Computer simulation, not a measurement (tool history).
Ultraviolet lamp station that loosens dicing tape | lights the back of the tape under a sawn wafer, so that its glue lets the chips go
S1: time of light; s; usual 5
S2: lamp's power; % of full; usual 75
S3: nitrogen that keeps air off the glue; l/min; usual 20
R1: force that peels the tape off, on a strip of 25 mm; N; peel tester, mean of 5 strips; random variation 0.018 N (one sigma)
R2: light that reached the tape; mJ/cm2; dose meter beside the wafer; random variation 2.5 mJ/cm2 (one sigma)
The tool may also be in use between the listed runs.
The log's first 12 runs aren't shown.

Run 13, hour 172.3: usual settings. Result: R1 1.401 N, R2 232 mJ/cm2.
Run 14, hour 184.8: usual settings. Result: R1 1.402 N, R2 234 mJ/cm2.
Run 15, hour 202: usual settings. Result: R1 1.364 N, R2 229 mJ/cm2.
Run 16, hour 221: usual settings. Result: R1 1.387 N, R2 230 mJ/cm2.
Run 17, hour 241.7: usual settings but S3 10 l/min. Result: R1 2.284 N, R2 224 mJ/cm2.
Run 18, hour 254: usual settings but S2 100 % of full, S3 10 l/min. Result: R1 1.441 N, R2 301 mJ/cm2.
Run 19, hour 274.8: usual settings but S2 100 % of full, S3 10 l/min. Result: R1 1.459 N, R2 294 mJ/cm2.
Run 20, hour 285.4: usual settings but S1 2 s. Result: R1 4.86 N, R2 87 mJ/cm2.
Run 21, hour 300: usual settings but S3 33 l/min. Result: R1 1.04 N, R2 222 mJ/cm2.
Run 22, hour 316.9: usual settings but S3 33 l/min. Result: R1 1.05 N, R2 220 mJ/cm2.
Run 23, hour 338: usual settings but S2 86 % of full, S3 10 l/min. Result: R1 1.989 N, R2 248 mJ/cm2.
Run 24, hour 347.8: usual settings but S1 8 s, S3 39 l/min. Result: R1 0.334 N, R2 343 mJ/cm2.
Run 25, hour 358.5: usual settings but S1 8 s, S3 39 l/min. Result: R1 0.344 N, R2 349 mJ/cm2.
Run 26, hour 370: usual settings but S1 8 s, S3 39 l/min. Result: R1 0.325 N, R2 343 mJ/cm2.
Run 27, hour 384.5: usual settings but S1 7 s, S3 9 l/min. Result: R1 1.623 N, R2 303 mJ/cm2.

Run 28 comes next. What will it give?
Run 28, hour 394.4: usual settings but S1 3 s, S2 78 % of full. Result: R1 ?, R2 ?.

{"run 28": {"R1": 3.226, "R2": 133}}
Without the tool's hidden state the same run would have given R1 2.101 N, R2 181 mJ/cm2.

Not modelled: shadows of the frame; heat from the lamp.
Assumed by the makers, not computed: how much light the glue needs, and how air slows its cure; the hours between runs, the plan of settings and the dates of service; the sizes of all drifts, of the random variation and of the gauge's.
